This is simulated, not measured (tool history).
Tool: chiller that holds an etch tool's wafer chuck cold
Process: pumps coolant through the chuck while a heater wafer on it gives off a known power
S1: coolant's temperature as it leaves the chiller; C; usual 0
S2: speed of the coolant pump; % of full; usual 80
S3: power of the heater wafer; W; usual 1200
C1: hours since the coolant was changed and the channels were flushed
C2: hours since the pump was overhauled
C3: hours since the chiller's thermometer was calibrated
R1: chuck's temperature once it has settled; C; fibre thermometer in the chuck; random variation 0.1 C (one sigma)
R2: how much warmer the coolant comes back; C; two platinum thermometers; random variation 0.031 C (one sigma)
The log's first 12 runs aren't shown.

| run | hour | S1 | S2 | S3 | C1 | C2 | C3 | R1 | R2 |
|---|---|---|---|---|---|---|---|---|---|
|  | 490.5 | coolant pump overhauled |
| 13 | 534.3 | 0 | 80 | 1200 | 1510 | 44 | 1047 | 10.8 | 3.00 |
| 14 | 603.1 | 0 | 80 | 1200 | 1579 | 113 | 1116 | 10.7 | 3.01 |
| 15 | 665.6 | 0 | 80 | 1200 | 1641 | 175 | 1179 | 10.7 | 2.98 |
|  | 705.6 | coolant pump overhauled, once more |
| 16 | 705.6 | 0 | 80 | 1200 | 1676 | 0 | 1214 | 10.5 | 2.83 |
| 17 | 741.1 | -1 | 68 | 666 | 1712 | 36 | 1249 | 5.3 | 1.92 |
| 18 | 801.5 | -1 | 68 | 1059 | 1772 | 96 | 1310 | 9.5 | 3.01 |
| 19 | 852.9 | 6 | 80 | 1200 | 1824 | 147 | 1361 | 16.3 | 2.82 |
| 20 | 885.6 | 7 | 81 | 1200 | 1856 | 180 | 1394 | 17.5 | 2.85 |
| 21 | 937.8 | 7 | 81 | 1200 | 1908 | 232 | 1446 | 17.3 | 2.85 |
| 22 | 1001.2 | 7 | 91 | 1074 | 1972 | 296 | 1509 | 15.6 | 2.24 |
| 23 | 1038.4 | 4 | 91 | 611 | 2009 | 333 | 1547 | 8.7 | 1.34 |
| 24 | 1081.9 | 4 | 91 | 611 | 2053 | 376 | 1590 | 8.7 | 1.28 |
| 25 | 1139.3 | 0 | 73 | 1200 | 2110 | 434 | 1647 | 11.4 | 3.20 |
| 26 | 1176.8 | 9 | 73 | 963 | 2148 | 471 | 1685 | 18.0 | 2.57 |
| 27 | 1229.1 | 4 | 71 | 1200 | 2200 | 523 | 1737 | 15.6 | 3.31 |
| 28 | 1298.2 | 4 | 71 | 1200 | 2269 | 593 | 1806 | 15.5 | 3.36 |
| 29 | 1350.7 | 4 | 71 | 1200 | 2321 | 645 | 1859 | 15.8 | 3.29 |
| 30 | 1414.3 | 8 | 69 | 749 | 2385 | 709 | 1922 | 15.2 | 2.15 |
| 31 | 1458.6 | 8 | 69 | 749 | 2429 | 753 | 1967 | 15.3 | 2.10 |
| 32 | 1502.2 | 8 | 69 | 749 | 2473 | 797 | 2010 | 15.2 | 2.15 |

3 ways to go on from here, each from the tool as it stands after run 32. What would each give?
| A | 1565.2 | 8 | 69 | 819 | 2536 | 860 | 2073 | ? | ? |
| B | 1565.2 | -10 | 78 | 818 | 2536 | 860 | 2073 | ? | ? |
| C | 1565.2 | -2 | 99 | 711 | 2536 | 860 | 2073 | ? | ? |

| run | R1 | R2 |
|---|---|---|
| A | 16.2 | 2.31 |
| B | -2.5 | 2.05 |
| C | 3.6 | 1.38 |
Without the tool's hidden state the same runs would have given:
| run | R1 | R2 |
|---|---|---|
| A | 15.6 | 2.27 |
| B | -3.1 | 2.02 |
| C | 3.2 | 1.36 |
